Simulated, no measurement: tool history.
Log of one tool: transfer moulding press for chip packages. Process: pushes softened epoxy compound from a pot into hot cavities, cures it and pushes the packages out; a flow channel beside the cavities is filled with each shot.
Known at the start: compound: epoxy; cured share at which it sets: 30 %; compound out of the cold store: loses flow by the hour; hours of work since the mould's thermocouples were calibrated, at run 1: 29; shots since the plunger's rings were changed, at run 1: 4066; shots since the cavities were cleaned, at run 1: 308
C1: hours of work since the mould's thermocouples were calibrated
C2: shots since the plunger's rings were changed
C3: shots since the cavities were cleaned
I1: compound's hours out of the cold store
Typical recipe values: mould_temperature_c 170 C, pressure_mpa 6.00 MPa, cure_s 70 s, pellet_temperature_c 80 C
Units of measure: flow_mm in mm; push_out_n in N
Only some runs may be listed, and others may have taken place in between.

run 1 day=0.000 | mould_temperature_c=170 pressure_mpa=6.00 cure_s=70 pellet_temperature_c=80 | C1=29 C2=4066 C3=308 | I1=38.1 | flow_mm=712 push_out_n=1015
-- day=0.479 cavities cleaned with cleaning compound and waxed
-- day=1.671 cavities cleaned with cleaning compound and waxed
run 2 day=1.671 | mould_temperature_c=170 pressure_mpa=6.00 cure_s=70 pellet_temperature_c=80 | C1=59 C2=4735 C3=0 | I1=12.7 | flow_mm=756 push_out_n=741
-- day=3.021 cavities cleaned with cleaning compound and waxed
-- day=4.229 cavities cleaned with cleaning compound and waxed
run 3 day=5.179 | mould_temperature_c=170 pressure_mpa=6.00 cure_s=70 pellet_temperature_c=80 | C1=123 C2=6200 C3=411 | I1=24.8 | flow_mm=725 push_out_n=1168
-- day=5.462 cavities cleaned with cleaning compound and waxed
-- day=6.771 plunger's sealing rings changed
-- day=6.833 cavities cleaned with cleaning compound and waxed
run 4 day=7.292 | mould_temperature_c=170 pressure_mpa=6.00 cure_s=70 pellet_temperature_c=80 | C1=159 C2=199 C3=199 | I1=9.1 | flow_mm=792 push_out_n=1063
-- day=8.217 cavities cleaned with cleaning compound and waxed
-- day=9.442 cavities cleaned with cleaning compound and waxed
-- day=10.762 cavities cleaned with cleaning compound and waxed
run 5 day=10.817 | mould_temperature_c=170 pressure_mpa=6.00 cure_s=70 pellet_temperature_c=80 | C1=222 C2=1644 C3=24 | I1=34.2 | flow_mm=723 push_out_n=763
-- day=12.058 cavities cleaned with cleaning compound and waxed
-- day=13.350 cavities cleaned with cleaning compound and waxed
run 6 day=14.212 | mould_temperature_c=170 pressure_mpa=6.00 cure_s=70 pellet_temperature_c=80 | C1=284 C2=3059 C3=374 | I1=22.3 | flow_mm=742 push_out_n=1104
-- day=14.550 cavities cleaned with cleaning compound and waxed
-- day=15.888 cavities cleaned with cleaning compound and waxed
-- day=17.233 cavities cleaned with cleaning compound and waxed
run 7 day=17.475 | mould_temperature_c=170 pressure_mpa=6.00 cure_s=70 pellet_temperature_c=80 | C1=342 C2=4390 C3=105 | I1=45.8 | flow_mm=680 push_out_n=809
-- day=18.446 cavities cleaned with cleaning compound and waxed
run 8 day=19.350 | mould_temperature_c=170 pressure_mpa=6.00 cure_s=70 pellet_temperature_c=80 | C1=377 C2=5175 C3=391 | I1=29.2 | flow_mm=717 push_out_n=1068
-- day=19.675 cavities cleaned with cleaning compound and waxed
-- day=20.954 cavities cleaned with cleaning compound and waxed
-- day=21.317 mould's thermocouples calibrated
-- day=22.396 cavities cleaned with cleaning compound and waxed
run 9 day=22.712 | mould_temperature_c=170 pressure_mpa=6.00 cure_s=70 pellet_temperature_c=80 | C1=25 C2=6513 C3=138 | I1=14.7 | flow_mm=744 push_out_n=988
-- day=23.550 plunger's sealing rings changed
-- day=23.771 cavities cleaned with cleaning compound and waxed
-- day=25.075 cavities cleaned with cleaning compound and waxed
run 10 day=25.504 | mould_temperature_c=170 pressure_mpa=6.00 cure_s=70 pellet_temperature_c=80 | C1=74 C2=792 C3=187 | I1=25.9 | flow_mm=755 push_out_n=991
-- day=26.362 cavities cleaned with cleaning compound and waxed
run 11 day=27.379 | mould_temperature_c=170 pressure_mpa=6.00 cure_s=70 pellet_temperature_c=80 | C1=108 C2=1576 C3=440 | I1=46.9 | flow_mm=707 push_out_n=1123
-- day=27.638 cavities cleaned with cleaning compound and waxed
-- day=28.942 cavities cleaned with cleaning compound and waxed
run 12 day=29.492 | mould_temperature_c=170 pressure_mpa=6.00 cure_s=70 pellet_temperature_c=80 | C1=146 C2=2437 C3=238 | I1=11.3 | flow_mm=771 push_out_n=1127
-- day=30.371 cavities cleaned with cleaning compound and waxed
-- day=31.642 cavities cleaned with cleaning compound and waxed
run 13 day=31.696 | mould_temperature_c=177 pressure_mpa=6.00 cure_s=66 pellet_temperature_c=80 | C1=185 C2=3337 C3=25 | I1=19.3 | flow_mm=739 push_out_n=565
-- day=32.875 cavities cleaned with cleaning compound and waxed
run 14 day=33.850 | mould_temperature_c=177 pressure_mpa=6.00 cure_s=66 pellet_temperature_c=74 | C1=225 C2=4242 C3=421 | I1=41.8 | flow_mm=684 push_out_n=819
-- day=34.075 cavities cleaned with cleaning compound and waxed
-- day=35.325 cavities cleaned with cleaning compound and waxed
run 15 day=36.071 | mould_temperature_c=170 pressure_mpa=6.00 cure_s=61 pellet_temperature_c=73 | C1=265 C2=5148 C3=322 | I1=23.7 | flow_mm=731 push_out_n=1675
-- day=36.679 cavities cleaned with cleaning compound and waxed
run 16 day=37.675 | mould_temperature_c=170 pressure_mpa=4.79 cure_s=89 pellet_temperature_c=81 | C1=294 C2=5816 C3=430 | I1=10.0 | flow_mm=677 push_out_n=686
-- day=38.008 cavities cleaned with cleaning compound and waxed
-- day=39.362 cavities cleaned with cleaning compound and waxed
run 17 day=39.796 | mould_temperature_c=170 pressure_mpa=4.79 cure_s=89 pellet_temperature_c=81 | C1=332 C2=6681 C3=188 | I1=27.2 | flow_mm=640 push_out_n=583
-- day=40.183 plunger's sealing rings changed
-- day=40.733 cavities cleaned with cleaning compound and waxed
-- day=42.125 cavities cleaned with cleaning compound and waxed
-- day=43.404 cavities cleaned with cleaning compound and waxed
run 18 day=43.658 | mould_temperature_c=171 pressure_mpa=4.79 cure_s=89 pellet_temperature_c=90 | C1=400 C2=1423 C3=110 | I1=25.5 | flow_mm=666 push_out_n=502
-- day=44.279 mould's thermocouples calibrated
-- day=44.708 cavities cleaned with cleaning compound and waxed
-- day=45.962 cavities cleaned with cleaning compound and waxed
run 19 day=46.888 | mould_temperature_c=170 pressure_mpa=6.00 cure_s=55 pellet_temperature_c=80 | C1=47 C2=2730 C3=400 | I1=12.3 | flow_mm=777 push_out_n=2151
-- day=47.342 cavities cleaned with cleaning compound and waxed
-- day=48.633 cavities cleaned with cleaning compound and waxed
-- day=49.933 cavities cleaned with cleaning compound and waxed
run 20 day=50.475 | mould_temperature_c=170 pressure_mpa=7.45 cure_s=98 pellet_temperature_c=80 | C1=112 C2=4202 C3=236 | I1=31.1 | flow_mm=803 push_out_n=565
-- day=51.275 cavities cleaned with cleaning compound and waxed
-- day=52.521 cavities cleaned with cleaning compound and waxed
run 21 day=52.696 | mould_temperature_c=174 pressure_mpa=6.00 cure_s=87 pellet_temperature_c=80 | C1=151 C2=5108 C3=74 | I1=21.7 | flow_mm=724 push_out_n=453
-- day=53.971 cavities cleaned with cleaning compound and waxed
-- day=55.342 cavities cleaned with cleaning compound and waxed
run 22 day=55.908 | mould_temperature_c=177 pressure_mpa=6.00 cure_s=70 pellet_temperature_c=80 | C1=210 C2=6445 C3=246 | I1=23.7 | flow_mm=706 push_out_n=636
-- day=56.825 plunger's sealing rings changed
-- day=56.888 cavities cleaned with cleaning compound and waxed
-- day=58.071 cavities cleaned with cleaning compound and waxed
run 23 day=58.529 | mould_temperature_c=169 pressure_mpa=6.49 cure_s=64 pellet_temperature_c=87 | C1=255 C2=683 C3=198 | I1=32.6 | flow_mm=769 push_out_n=1226

Predict each of these 4 candidate next runs independently; none follows another, all start after run 23:
-- day=59.304 cavities cleaned with cleaning compound and waxed
-- day=60.688 cavities cleaned with cleaning compound and waxed
-- day=62.000 cavities cleaned with cleaning compound and waxed
run A day=62.471 | mould_temperature_c=168 pressure_mpa=5.67 cure_s=64 pellet_temperature_c=72 | C1=326 C2=2308 C3=203 | I1=42.4 | flow_mm=? push_out_n=?
-- day=59.304 cavities cleaned with cleaning compound and waxed
-- day=60.688 cavities cleaned with cleaning compound and waxed
-- day=62.000 cavities cleaned with cleaning compound and waxed
run B day=62.471 | mould_temperature_c=173 pressure_mpa=5.12 cure_s=63 pellet_temperature_c=87 | C1=326 C2=2308 C3=203 | I1=20.3 | flow_mm=? push_out_n=?
-- day=59.304 cavities cleaned with cleaning compound and waxed
-- day=60.688 cavities cleaned with cleaning compound and waxed
-- day=62.000 cavities cleaned with cleaning compound and waxed
run C day=62.471 | mould_temperature_c=169 pressure_mpa=6.54 cure_s=64 pellet_temperature_c=87 | C1=326 C2=2308 C3=203 | I1=11.5 | flow_mm=? push_out_n=?
-- day=59.304 cavities cleaned with cleaning compound and waxed
-- day=60.688 cavities cleaned with cleaning compound and waxed
-- day=62.000 cavities cleaned with cleaning compound and waxed
run D day=62.471 | mould_temperature_c=170 pressure_mpa=6.00 cure_s=70 pellet_temperature_c=79 | C1=326 C2=2308 C3=203 | I1=23.9 | flow_mm=? push_out_n=?

run=A flow_mm=692 push_out_n=1488
run=B flow_mm=692 push_out_n=1015
run=C flow_mm=814 push_out_n=1357
run=D flow_mm=750 push_out_n=1030
Without the tool's unlogged condition, the same runs would have read:
run=A flow_mm=707 push_out_n=1096
run=B flow_mm=707 push_out_n=752
run=C flow_mm=832 push_out_n=1004
run=D flow_mm=766 push_out_n=764
